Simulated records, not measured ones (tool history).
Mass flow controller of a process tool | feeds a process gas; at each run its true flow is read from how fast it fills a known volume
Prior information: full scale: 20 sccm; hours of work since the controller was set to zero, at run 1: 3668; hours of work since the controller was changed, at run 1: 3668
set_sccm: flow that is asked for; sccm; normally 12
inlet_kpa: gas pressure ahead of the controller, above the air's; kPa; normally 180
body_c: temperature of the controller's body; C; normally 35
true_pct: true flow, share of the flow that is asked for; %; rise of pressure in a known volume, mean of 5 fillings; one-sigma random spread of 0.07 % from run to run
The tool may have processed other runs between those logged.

run	hour	set_sccm	inlet_kpa	body_c	hours of work since the controller was set to zero	hours of work since the controller was changed	true_pct
1	0.0	12	180	35	3668	3668	98.37
2	328.6	12	180	35	3772	3772	98.32
3	641.5	12	180	35	3871	3871	98.36
4	1165.7	12	180	35	4037	4037	98.34
5	1573.1	12	180	35	4165	4165	98.24
6	1919.0	12	180	35	4274	4274	98.35
7	2242.9	12	180	35	4377	4377	98.28
8	2756.8	12	180	35	4539	4539	98.35
# hour 2782.4: controller's zero set anew
9	3167.3	2	180	35	122	4668	106.79
10	3570.6	2	180	35	249	4796	106.89
# hour 3834.4: controller's zero set anew, once more
11	3995.4	2	180	35	51	4930	96.77
12	4362.4	2	151	26	167	5046	97.83
13	4731.9	2	151	26	283	5162	98.08
14	5137.5	8	195	35	411	5290	96.75

Run 15, settings as shown, results not yet in. Your forecast:
15	5429.2	12	238	23	504	5382	?

Run 15 measured true_pct 98.48 %.
Without the tool's hidden state the same run would have given true_pct 100.27 %.
